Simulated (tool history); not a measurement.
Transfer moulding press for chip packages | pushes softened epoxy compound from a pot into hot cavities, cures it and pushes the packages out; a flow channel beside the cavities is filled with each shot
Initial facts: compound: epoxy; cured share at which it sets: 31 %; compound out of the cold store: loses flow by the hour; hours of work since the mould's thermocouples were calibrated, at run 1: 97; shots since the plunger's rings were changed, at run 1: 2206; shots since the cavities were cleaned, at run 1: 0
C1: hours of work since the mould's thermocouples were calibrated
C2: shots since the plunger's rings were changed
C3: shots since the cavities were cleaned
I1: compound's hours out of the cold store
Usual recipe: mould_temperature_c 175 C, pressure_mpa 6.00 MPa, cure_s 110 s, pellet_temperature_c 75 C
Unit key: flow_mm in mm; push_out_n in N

{"run": 1, "hour": 0.0, "mould_temperature_c": 175, "pressure_mpa": 6.0, "cure_s": 110, "pellet_temperature_c": 75, "C1": 97, "C2": 2206, "C3": 0, "I1": 29.8, "flow_mm": 592, "push_out_n": 493}
{"run": 2, "hour": 12.2, "mould_temperature_c": 175, "pressure_mpa": 6.0, "cure_s": 110, "pellet_temperature_c": 75, "C1": 104, "C2": 2331, "C3": 125, "I1": 38.3, "flow_mm": 570, "push_out_n": 632}
{"run": 3, "hour": 18.4, "mould_temperature_c": 175, "pressure_mpa": 5.28, "cure_s": 110, "pellet_temperature_c": 75, "C1": 108, "C2": 2395, "C3": 189, "I1": 12.3, "flow_mm": 590, "push_out_n": 672}
{"run": 4, "hour": 31.1, "mould_temperature_c": 175, "pressure_mpa": 4.74, "cure_s": 110, "pellet_temperature_c": 75, "C1": 115, "C2": 2525, "C3": 319, "I1": 9.9, "flow_mm": 561, "push_out_n": 803}
{"run": 5, "hour": 38.8, "mould_temperature_c": 175, "pressure_mpa": 6.0, "cure_s": 110, "pellet_temperature_c": 69, "C1": 120, "C2": 2604, "C3": 398, "I1": 31.7, "flow_mm": 585, "push_out_n": 835}
{"run": 6, "hour": 45.5, "mould_temperature_c": 175, "pressure_mpa": 6.0, "cure_s": 110, "pellet_temperature_c": 69, "C1": 124, "C2": 2673, "C3": 467, "I1": 15.4, "flow_mm": 619, "push_out_n": 840}
{"run": 7, "hour": 58.4, "mould_temperature_c": 175, "pressure_mpa": 6.0, "cure_s": 116, "pellet_temperature_c": 75, "C1": 132, "C2": 2805, "C3": 599, "I1": 44.5, "flow_mm": 558, "push_out_n": 859}
{"run": 8, "hour": 64.8, "mould_temperature_c": 175, "pressure_mpa": 6.0, "cure_s": 124, "pellet_temperature_c": 75, "C1": 136, "C2": 2872, "C3": 666, "I1": 42.2, "flow_mm": 562, "push_out_n": 857}
{"run": 9, "hour": 78.3, "mould_temperature_c": 175, "pressure_mpa": 6.0, "cure_s": 110, "pellet_temperature_c": 68, "C1": 144, "C2": 3010, "C3": 804, "I1": 47.8, "flow_mm": 551, "push_out_n": 947}
{"run": 10, "hour": 85.8, "mould_temperature_c": 175, "pressure_mpa": 6.0, "cure_s": 110, "pellet_temperature_c": 68, "C1": 149, "C2": 3086, "C3": 880, "I1": 9.4, "flow_mm": 630, "push_out_n": 979}
{"hour": 94.4, "done": "plunger's sealing rings changed"}
{"run": 11, "hour": 97.5, "mould_temperature_c": 175, "pressure_mpa": 6.0, "cure_s": 110, "pellet_temperature_c": 68, "C1": 154, "C2": 31, "C3": 975, "I1": 18.6, "flow_mm": 625, "push_out_n": 1024}
{"hour": 100.7, "done": "mould's thermocouples calibrated"}
{"hour": 105.3, "done": "cavities cleaned with cleaning compound and waxed"}
{"run": 12, "hour": 111.0, "mould_temperature_c": 175, "pressure_mpa": 6.0, "cure_s": 110, "pellet_temperature_c": 75, "C1": 5, "C2": 134, "C3": 59, "I1": 21.3, "flow_mm": 616, "push_out_n": 547}
{"run": 13, "hour": 125.9, "mould_temperature_c": 175, "pressure_mpa": 6.0, "cure_s": 110, "pellet_temperature_c": 75, "C1": 14, "C2": 287, "C3": 212, "I1": 37.1, "flow_mm": 585, "push_out_n": 710}
{"run": 14, "hour": 141.0, "mould_temperature_c": 175, "pressure_mpa": 6.0, "cure_s": 110, "pellet_temperature_c": 75, "C1": 23, "C2": 442, "C3": 367, "I1": 37.5, "flow_mm": 580, "push_out_n": 811}
{"hour": 145.4, "done": "mould's thermocouples calibrated, once more"}
{"run": 15, "hour": 153.3, "mould_temperature_c": 175, "pressure_mpa": 6.0, "cure_s": 110, "pellet_temperature_c": 75, "C1": 5, "C2": 548, "C3": 473, "I1": 45.5, "flow_mm": 566, "push_out_n": 841}
{"run": 16, "hour": 164.5, "mould_temperature_c": 176, "pressure_mpa": 6.0, "cure_s": 139, "pellet_temperature_c": 76, "C1": 12, "C2": 662, "C3": 587, "I1": 27.3, "flow_mm": 599, "push_out_n": 799}
{"run": 17, "hour": 170.8, "mould_temperature_c": 169, "pressure_mpa": 6.0, "cure_s": 127, "pellet_temperature_c": 75, "C1": 15, "C2": 727, "C3": 652, "I1": 29.1, "flow_mm": 622, "push_out_n": 1035}
{"run": 18, "hour": 181.9, "mould_temperature_c": 169, "pressure_mpa": 6.0, "cure_s": 127, "pellet_temperature_c": 75, "C1": 22, "C2": 842, "C3": 767, "I1": 12.2, "flow_mm": 660, "push_out_n": 1119}
{"run": 19, "hour": 194.7, "mould_temperature_c": 181, "pressure_mpa": 6.0, "cure_s": 103, "pellet_temperature_c": 75, "C1": 30, "C2": 972, "C3": 897, "I1": 13.0, "flow_mm": 614, "push_out_n": 891}
{"hour": 207.9, "done": "cavities cleaned with cleaning compound and waxed"}
{"run": 20, "hour": 211.2, "mould_temperature_c": 179, "pressure_mpa": 4.81, "cure_s": 110, "pellet_temperature_c": 68, "C1": 39, "C2": 1127, "C3": 35, "I1": 16.8, "flow_mm": 548, "push_out_n": 486}
{"run": 21, "hour": 226.3, "mould_temperature_c": 179, "pressure_mpa": 4.81, "cure_s": 110, "pellet_temperature_c": 68, "C1": 48, "C2": 1282, "C3": 190, "I1": 19.1, "flow_mm": 541, "push_out_n": 609}
{"run": 22, "hour": 233.0, "mould_temperature_c": 175, "pressure_mpa": 6.0, "cure_s": 129, "pellet_temperature_c": 76, "C1": 52, "C2": 1350, "C3": 258, "I1": 43.1, "flow_mm": 565, "push_out_n": 701}
{"run": 23, "hour": 241.9, "mould_temperature_c": 183, "pressure_mpa": 4.92, "cure_s": 122, "pellet_temperature_c": 79, "C1": 58, "C2": 1442, "C3": 350, "I1": 37.0, "flow_mm": 502, "push_out_n": 689}
{"run": 24, "hour": 250.3, "mould_temperature_c": 175, "pressure_mpa": 7.46, "cure_s": 113, "pellet_temperature_c": 72, "C1": 63, "C2": 1528, "C3": 436, "I1": 11.4, "flow_mm": 709, "push_out_n": 858}
{"run": 25, "hour": 262.2, "mould_temperature_c": 175, "pressure_mpa": 6.88, "cure_s": 113, "pellet_temperature_c": 72, "C1": 70, "C2": 1651, "C3": 559, "I1": 37.6, "flow_mm": 619, "push_out_n": 858}
{"run": 26, "hour": 276.1, "mould_temperature_c": 175, "pressure_mpa": 6.88, "cure_s": 113, "pellet_temperature_c": 72, "C1": 78, "C2": 1793, "C3": 701, "I1": 28.9, "flow_mm": 638, "push_out_n": 880}
{"run": 27, "hour": 286.2, "mould_temperature_c": 175, "pressure_mpa": 5.3, "cure_s": 112, "pellet_temperature_c": 74, "C1": 84, "C2": 1897, "C3": 805, "I1": 36.6, "flow_mm": 543, "push_out_n": 971}
{"run": 28, "hour": 297.2, "mould_temperature_c": 175, "pressure_mpa": 5.3, "cure_s": 112, "pellet_temperature_c": 74, "C1": 91, "C2": 2009, "C3": 917, "I1": 38.3, "flow_mm": 539, "push_out_n": 1004}

Each run again, without the hidden state but with its own random variation kept:
Hidden state present: true mould temperature over the reading, C; pressure that reaches the compound, % of what is set; grip of the stained cavities, % over clean ones'; drift of the gauge itself on flow_mm, %; drift of the gauge itself on push_out_n, %.
run=1 flow_mm=604 push_out_n=496
run=2 flow_mm=582 push_out_n=500
run=3 flow_mm=603 push_out_n=488
run=4 flow_mm=574 push_out_n=512
run=5 flow_mm=599 push_out_n=500
run=6 flow_mm=633 push_out_n=486
run=7 flow_mm=572 push_out_n=468
run=8 flow_mm=576 push_out_n=455
run=9 flow_mm=566 push_out_n=483
run=10 flow_mm=647 push_out_n=498
run=11 flow_mm=628 push_out_n=512
run=12 flow_mm=619 push_out_n=484
run=13 flow_mm=588 push_out_n=500
run=14 flow_mm=585 push_out_n=502
run=15 flow_mm=569 push_out_n=481
run=16 flow_mm=602 push_out_n=435
run=17 flow_mm=626 push_out_n=550
run=18 flow_mm=665 push_out_n=573
run=19 flow_mm=619 push_out_n=446
run=20 flow_mm=553 push_out_n=451
run=21 flow_mm=547 push_out_n=442
run=22 flow_mm=572 push_out_n=474
run=23 flow_mm=508 push_out_n=430
run=24 flow_mm=718 push_out_n=507
run=25 flow_mm=627 push_out_n=475
run=26 flow_mm=648 push_out_n=464
run=27 flow_mm=551 push_out_n=499
run=28 flow_mm=548 push_out_n=504
